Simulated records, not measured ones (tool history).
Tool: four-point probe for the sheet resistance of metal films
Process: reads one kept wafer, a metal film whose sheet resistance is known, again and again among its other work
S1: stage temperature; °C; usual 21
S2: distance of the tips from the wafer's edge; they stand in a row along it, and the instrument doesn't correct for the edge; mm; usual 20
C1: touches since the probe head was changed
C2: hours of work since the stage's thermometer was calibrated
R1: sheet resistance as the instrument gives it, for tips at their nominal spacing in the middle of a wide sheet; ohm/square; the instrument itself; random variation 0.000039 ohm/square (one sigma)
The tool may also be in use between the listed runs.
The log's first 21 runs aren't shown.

{"run": 22, "hour": 1787.5, "S1": 24, "S2": 25, "C1": 166668, "C2": 1644, "R1": 0.193079}
{"run": 23, "hour": 1913.6, "S1": 24, "S2": 25, "C1": 170326, "C2": 1726, "R1": 0.192995}
{"run": 24, "hour": 1991.8, "S1": 19, "S2": 21, "C1": 172596, "C2": 1777, "R1": 0.192534}
{"run": 25, "hour": 2123.7, "S1": 24, "S2": 14, "C1": 176423, "C2": 1863, "R1": 0.193068}
{"run": 26, "hour": 2249.1, "S1": 24, "S2": 14, "C1": 180062, "C2": 1945, "R1": 0.19308}
{"run": 27, "hour": 2326.4, "S1": 24, "S2": 14, "C1": 182305, "C2": 1995, "R1": 0.193017}
{"run": 28, "hour": 2386.2, "S1": 24, "S2": 14, "C1": 184041, "C2": 2034, "R1": 0.193037}
{"run": 29, "hour": 2507.6, "S1": 29, "S2": 19, "C1": 187564, "C2": 2113, "R1": 0.193417}
{"hour": 2552.6, "done": "stage's thermometer calibrated"}
{"run": 30, "hour": 2617.0, "S1": 30, "S2": 8, "C1": 190724, "C2": 42, "R1": 0.193595}
{"run": 31, "hour": 2712.3, "S1": 19, "S2": 14, "C1": 193490, "C2": 104, "R1": 0.192244}
{"run": 32, "hour": 2807.8, "S1": 23, "S2": 14, "C1": 196263, "C2": 166, "R1": 0.192635}
{"run": 33, "hour": 2885.1, "S1": 23, "S2": 14, "C1": 198504, "C2": 217, "R1": 0.192649}
{"hour": 3002.7, "done": "new probe head fitted"}
{"run": 34, "hour": 3010.8, "S1": 23, "S2": 14, "C1": 235, "C2": 298, "R1": 0.192797}
{"run": 35, "hour": 3079.1, "S1": 23, "S2": 14, "C1": 2218, "C2": 343, "R1": 0.192782}
{"run": 36, "hour": 3175.8, "S1": 23, "S2": 14, "C1": 5025, "C2": 406, "R1": 0.192711}
{"run": 37, "hour": 3254.1, "S1": 32, "S2": 24, "C1": 7295, "C2": 457, "R1": 0.19345}
{"run": 38, "hour": 3329.5, "S1": 32, "S2": 24, "C1": 9484, "C2": 506, "R1": 0.193388}
{"run": 39, "hour": 3408.4, "S1": 25, "S2": 40, "C1": 11775, "C2": 557, "R1": 0.192783}
{"run": 40, "hour": 3474.2, "S1": 25, "S2": 40, "C1": 13683, "C2": 600, "R1": 0.192697}
{"run": 41, "hour": 3542.3, "S1": 20, "S2": 14, "C1": 15660, "C2": 645, "R1": 0.192439}
{"run": 42, "hour": 3619.1, "S1": 20, "S2": 14, "C1": 17889, "C2": 695, "R1": 0.192394}
{"run": 43, "hour": 3711.3, "S1": 19, "S2": 15, "C1": 20564, "C2": 755, "R1": 0.192279}
{"run": 44, "hour": 3817.5, "S1": 30, "S2": 38, "C1": 23645, "C2": 824, "R1": 0.193113}

Forecast each of these 3 alternatives for the next run:
{"run": "A", "hour": 3925.3, "S1": 30, "S2": 20, "C1": 26776, "C2": 894, "R1": "?"}
{"run": "B", "hour": 3925.3, "S1": 20, "S2": 68, "C1": 26776, "C2": 894, "R1": "?"}
{"run": "C", "hour": 3925.3, "S1": 19, "S2": 38, "C1": 26776, "C2": 894, "R1": "?"}

run=A R1=0.193085
run=B R1=0.192213
run=C R1=0.192139
Without the tool's hidden state the same runs would have given:
run=A R1=0.193416
run=B R1=0.19254
run=C R1=0.192465
